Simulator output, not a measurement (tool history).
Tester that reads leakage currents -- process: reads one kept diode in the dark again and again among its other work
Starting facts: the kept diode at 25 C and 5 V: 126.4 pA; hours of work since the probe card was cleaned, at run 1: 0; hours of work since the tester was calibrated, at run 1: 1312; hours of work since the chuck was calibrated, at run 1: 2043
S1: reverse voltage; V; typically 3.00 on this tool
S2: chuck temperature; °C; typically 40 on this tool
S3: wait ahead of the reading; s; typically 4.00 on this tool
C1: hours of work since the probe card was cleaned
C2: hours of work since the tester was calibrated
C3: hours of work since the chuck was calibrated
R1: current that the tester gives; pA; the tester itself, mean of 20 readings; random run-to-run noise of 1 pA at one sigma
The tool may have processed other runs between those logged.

{"run": 1, "hour": 0.0, "S1": 3.0, "S2": 40, "S3": 4.0, "C1": 0, "C2": 1312, "C3": 2043, "R1": 381.0}
{"run": 2, "hour": 67.7, "S1": 3.0, "S2": 40, "S3": 4.0, "C1": 54, "C2": 1366, "C3": 2097, "R1": 381.86}
{"run": 3, "hour": 135.1, "S1": 3.0, "S2": 40, "S3": 4.0, "C1": 107, "C2": 1419, "C3": 2150, "R1": 380.24}
{"run": 4, "hour": 182.9, "S1": 3.0, "S2": 40, "S3": 4.0, "C1": 145, "C2": 1457, "C3": 2188, "R1": 383.96}
{"run": 5, "hour": 243.4, "S1": 3.0, "S2": 40, "S3": 4.0, "C1": 194, "C2": 1505, "C3": 2236, "R1": 384.48}
{"run": 6, "hour": 279.7, "S1": 3.0, "S2": 40, "S3": 2.61, "C1": 222, "C2": 1534, "C3": 2265, "R1": 384.31}
{"run": 7, "hour": 335.6, "S1": 3.0, "S2": 40, "S3": 2.61, "C1": 267, "C2": 1579, "C3": 2310, "R1": 386.84}
{"hour": 354.1, "done": "chuck's temperature calibrated"}
{"run": 8, "hour": 402.2, "S1": 3.0, "S2": 40, "S3": 2.61, "C1": 318, "C2": 1630, "C3": 38, "R1": 404.35}
{"run": 9, "hour": 441.1, "S1": 3.0, "S2": 40, "S3": 4.0, "C1": 349, "C2": 1661, "C3": 69, "R1": 405.14}
{"run": 10, "hour": 505.9, "S1": 3.0, "S2": 40, "S3": 4.0, "C1": 401, "C2": 1712, "C3": 121, "R1": 405.11}
{"run": 11, "hour": 571.1, "S1": 3.0, "S2": 40, "S3": 4.0, "C1": 452, "C2": 1764, "C3": 173, "R1": 407.26}
{"run": 12, "hour": 629.0, "S1": 3.0, "S2": 40, "S3": 4.0, "C1": 498, "C2": 1810, "C3": 219, "R1": 408.19}
{"hour": 649.4, "done": "chuck's temperature calibrated, once more"}
{"run": 13, "hour": 659.1, "S1": 9.63, "S2": 40, "S3": 0.5, "C1": 521, "C2": 1833, "C3": 8, "R1": 671.19}
{"run": 14, "hour": 707.6, "S1": 9.63, "S2": 40, "S3": 0.5, "C1": 559, "C2": 1871, "C3": 46, "R1": 671.31}
{"run": 15, "hour": 743.0, "S1": 3.05, "S2": 25, "S3": 0.5, "C1": 587, "C2": 1899, "C3": 74, "R1": 102.88}
{"run": 16, "hour": 782.0, "S1": 3.07, "S2": 59, "S3": 1.69, "C1": 618, "C2": 1930, "C3": 105, "R1": 1525.83}
{"run": 17, "hour": 840.2, "S1": 3.07, "S2": 59, "S3": 1.69, "C1": 665, "C2": 1977, "C3": 152, "R1": 1523.98}
{"run": 18, "hour": 908.0, "S1": 1.22, "S2": 26, "S3": 1.69, "C1": 719, "C2": 2030, "C3": 206, "R1": 67.26}
{"run": 19, "hour": 935.5, "S1": 3.0, "S2": 24, "S3": 4.0, "C1": 740, "C2": 2052, "C3": 227, "R1": 93.77}

4 options for the next run, each taken on its own from the tool as it stands now. Forecast them:
{"run": "A", "hour": 998.5, "S1": 2.14, "S2": 24, "S3": 4.0, "C1": 791, "C2": 2102, "C3": 278, "R1": "?"}
{"run": "B", "hour": 998.5, "S1": 6.59, "S2": 26, "S3": 5.14, "C1": 791, "C2": 2102, "C3": 278, "R1": "?"}
{"run": "C", "hour": 998.5, "S1": 3.0, "S2": 27, "S3": 4.0, "C1": 791, "C2": 2102, "C3": 278, "R1": "?"}
{"run": "D", "hour": 998.5, "S1": 12.38, "S2": 57, "S3": 1.3, "C1": 791, "C2": 2102, "C3": 278, "R1": "?"}

run=A R1=78.28
run=B R1=175.01
run=C R1=121.92
run=D R1=2830.52
Stripped of hidden state, with their random variation kept, the same runs would have yielded:
run=A R1=73.47
run=B R1=161.01
run=C R1=115.06
run=D R1=2776.05
